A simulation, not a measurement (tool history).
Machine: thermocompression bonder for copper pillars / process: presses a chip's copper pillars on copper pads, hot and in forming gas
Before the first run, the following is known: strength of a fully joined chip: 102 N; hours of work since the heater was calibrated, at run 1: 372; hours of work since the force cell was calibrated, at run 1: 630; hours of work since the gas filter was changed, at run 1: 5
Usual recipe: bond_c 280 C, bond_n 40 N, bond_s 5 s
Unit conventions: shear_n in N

run   hour  bond_c  bond_n  bond_s  hours of work since the heater was calibrated  hours of work since the force cell was calibrated  hours of work since the gas filter was changed  shear_n
  1    0.0     280      40       5                                            372                                                630                                               5     71.4
  2    8.7     280      40       5                                            376                                                634                                               9     71.5
  3   29.2     300      40       5                                            385                                                644                                              19     85.1
  4   41.8     280      40       5                                            391                                                650                                              25     72.6
  5   55.0     280      40       5                                            397                                                656                                              31     71.6
  6   64.3     252      40       5                                            402                                                660                                              36     49.5
  7   80.3     252      40       5                                            409                                                668                                              43     49.7
  8   91.3     252      40       5                                            414                                                673                                              48     49.7
  9  100.4     252      40       5                                            418                                                677                                              52     49.6
 10  119.2     288      40       4                                            427                                                686                                              61     72.1
 11  128.3     277      27       4                                            432                                                690                                              65     51.3
 12  146.7     257      27       9                                            440                                                699                                              74     51.6
 13  162.6     257      27       9                                            448                                                706                                              81     53.1
 14  172.7     261      55      11                                            452                                                711                                              86     78.8
 15  188.9     277      55      11                                            460                                                718                                              94     88.0

Selected run-to-run steps in shear_n, each split into two signed amounts: the part the tool would show with no hidden state at all (from settings, incoming material and random variation), and the remainder, which goes to the hidden state together with any gauge scatter not common to the measured and the hidden-state-free results:
The hidden state here: true temperature of the bond over the reading, C; force that reaches the chip, % of what is set; oxide that the forming gas leaves, % of the face; drift of the gauge itself on shear_n, %.
Run 3 -> 4: bond_c 300 -> 280. shear_n -12.5 N: hidden state -0.8, all else -11.7.
Run 13 -> 14: bond_c 257 -> 261, bond_n 27 -> 55, bond_s 9 -> 11. shear_n +25.7 N: hidden state +0.3, all else +25.4.
